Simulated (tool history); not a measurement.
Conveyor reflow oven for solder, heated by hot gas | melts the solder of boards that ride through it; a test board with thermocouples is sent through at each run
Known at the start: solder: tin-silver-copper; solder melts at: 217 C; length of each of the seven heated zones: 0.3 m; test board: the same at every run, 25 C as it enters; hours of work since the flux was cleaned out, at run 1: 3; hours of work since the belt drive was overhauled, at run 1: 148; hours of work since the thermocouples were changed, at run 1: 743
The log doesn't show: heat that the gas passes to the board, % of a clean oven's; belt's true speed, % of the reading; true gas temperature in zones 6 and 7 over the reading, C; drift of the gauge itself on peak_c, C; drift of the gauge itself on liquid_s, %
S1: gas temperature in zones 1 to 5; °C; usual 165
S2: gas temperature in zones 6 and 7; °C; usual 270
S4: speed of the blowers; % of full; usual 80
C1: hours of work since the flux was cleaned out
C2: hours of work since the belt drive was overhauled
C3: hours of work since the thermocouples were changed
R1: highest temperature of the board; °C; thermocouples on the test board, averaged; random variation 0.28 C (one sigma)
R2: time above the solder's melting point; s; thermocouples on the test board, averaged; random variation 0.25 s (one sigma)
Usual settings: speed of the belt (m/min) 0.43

{"run": 1, "hour": 0.0, "S1": 165, "S2": 270, "speed of the belt (m/min)": 0.43, "S4": 80, "C1": 3, "C2": 148, "C3": 743, "R1": 257, "R2": 63.3}
{"run": 2, "hour": 8.9, "S1": 165, "S2": 270, "speed of the belt (m/min)": 0.43, "S4": 52, "C1": 10, "C2": 155, "C3": 750, "R1": 247.5, "R2": 53.6}
{"run": 3, "hour": 17.7, "S1": 164, "S2": 270, "speed of the belt (m/min)": 0.43, "S4": 52, "C1": 17, "C2": 162, "C3": 756, "R1": 247.2, "R2": 53.1}
{"run": 4, "hour": 28.7, "S1": 164, "S2": 270, "speed of the belt (m/min)": 0.43, "S4": 52, "C1": 25, "C2": 170, "C3": 765, "R1": 247.4, "R2": 53.6}
{"run": 5, "hour": 37.0, "S1": 164, "S2": 270, "speed of the belt (m/min)": 0.43, "S4": 52, "C1": 31, "C2": 176, "C3": 771, "R1": 247.5, "R2": 52.8}
{"run": 6, "hour": 43.0, "S1": 165, "S2": 270, "speed of the belt (m/min)": 0.404, "S4": 80, "C1": 36, "C2": 181, "C3": 776, "R1": 258.3, "R2": 69.6}
{"run": 7, "hour": 55.9, "S1": 165, "S2": 270, "speed of the belt (m/min)": 0.43, "S4": 80, "C1": 46, "C2": 190, "C3": 785, "R1": 256.6, "R2": 63.9}
{"run": 8, "hour": 61.8, "S1": 165, "S2": 270, "speed of the belt (m/min)": 0.43, "S4": 80, "C1": 50, "C2": 195, "C3": 790, "R1": 256.3, "R2": 63.4}
{"run": 9, "hour": 73.8, "S1": 165, "S2": 270, "speed of the belt (m/min)": 0.43, "S4": 80, "C1": 59, "C2": 204, "C3": 799, "R1": 256.8, "R2": 63.7}
{"run": 10, "hour": 83.2, "S1": 165, "S2": 270, "speed of the belt (m/min)": 0.43, "S4": 80, "C1": 66, "C2": 211, "C3": 806, "R1": 256.5, "R2": 63.6}
{"run": 11, "hour": 88.5, "S1": 165, "S2": 270, "speed of the belt (m/min)": 0.43, "S4": 68, "C1": 70, "C2": 215, "C3": 810, "R1": 253.7, "R2": 60.3}
{"run": 12, "hour": 98.0, "S1": 165, "S2": 270, "speed of the belt (m/min)": 0.43, "S4": 68, "C1": 77, "C2": 222, "C3": 817, "R1": 253.2, "R2": 60.4}
{"run": 13, "hour": 107.1, "S1": 165, "S2": 281, "speed of the belt (m/min)": 0.49, "S4": 80, "C1": 84, "C2": 229, "C3": 824, "R1": 262, "R2": 58.2}
{"run": 14, "hour": 118.7, "S1": 165, "S2": 277, "speed of the belt (m/min)": 0.49, "S4": 60, "C1": 93, "C2": 238, "C3": 833, "R1": 250.7, "R2": 49.4}
{"hour": 123.3, "done": "belt drive overhauled, speed set with a stopwatch"}
{"run": 15, "hour": 129.5, "S1": 165, "S2": 263, "speed of the belt (m/min)": 0.428, "S4": 80, "C1": 98, "C2": 5, "C3": 838, "R1": 250.3, "R2": 59}
{"run": 16, "hour": 135.9, "S1": 179, "S2": 271, "speed of the belt (m/min)": 0.413, "S4": 57, "C1": 103, "C2": 9, "C3": 843, "R1": 254.8, "R2": 69.6}
{"run": 17, "hour": 145.1, "S1": 179, "S2": 271, "speed of the belt (m/min)": 0.413, "S4": 57, "C1": 110, "C2": 16, "C3": 850, "R1": 254.6, "R2": 68.8}
{"run": 18, "hour": 153.1, "S1": 179, "S2": 271, "speed of the belt (m/min)": 0.413, "S4": 57, "C1": 116, "C2": 22, "C3": 856, "R1": 254.9, "R2": 69.6}
{"run": 19, "hour": 161.2, "S1": 179, "S2": 271, "speed of the belt (m/min)": 0.413, "S4": 57, "C1": 122, "C2": 29, "C3": 862, "R1": 255, "R2": 69.1}
{"hour": 167.4, "done": "belt drive overhauled, speed set with a stopwatch, once more"}
{"run": 20, "hour": 173.0, "S1": 156, "S2": 270, "speed of the belt (m/min)": 0.43, "S4": 51, "C1": 128, "C2": 4, "C3": 868, "R1": 244.6, "R2": 47.1}
{"run": 21, "hour": 178.4, "S1": 161, "S2": 262, "speed of the belt (m/min)": 0.357, "S4": 78, "C1": 132, "C2": 8, "C3": 872, "R1": 253.5, "R2": 74.2}
{"run": 22, "hour": 190.4, "S1": 161, "S2": 262, "speed of the belt (m/min)": 0.357, "S4": 78, "C1": 141, "C2": 17, "C3": 881, "R1": 252.9, "R2": 74.3}
{"run": 23, "hour": 199.9, "S1": 155, "S2": 280, "speed of the belt (m/min)": 0.444, "S4": 66, "C1": 148, "C2": 24, "C3": 888, "R1": 257.8, "R2": 57.8}

How the hidden state differs across the entries between the runs, from the last listed run before each to the first after it:
Between runs 14 and 15: belt drive overhauled, speed set with a stopwatch (hour 123.3)
  heat that the gas passes to the board, % of a clean oven's: 97.7 -> 97.6; belt's true speed, % of the reading: 99.56 -> 99.41; true gas temperature in zones 6 and 7 over the reading, C: 1.6 -> 1.61
  measured less the result without the state, R1: +0.9 -> +1.1 °C; R2: +0.8 -> +1.1 s
Between runs 19 and 20: belt drive overhauled, speed set with a stopwatch, once more (hour 167.4)
  heat that the gas passes to the board, % of a clean oven's: 97.1 -> 96.9; belt's true speed, % of the reading: 99.38 -> 99.93; true gas temperature in zones 6 and 7 over the reading, C: 1.65 -> 1.66
  measured less the result without the state, R1: +1.2 -> +0.8 °C; R2: +1.3 -> +0.7 s
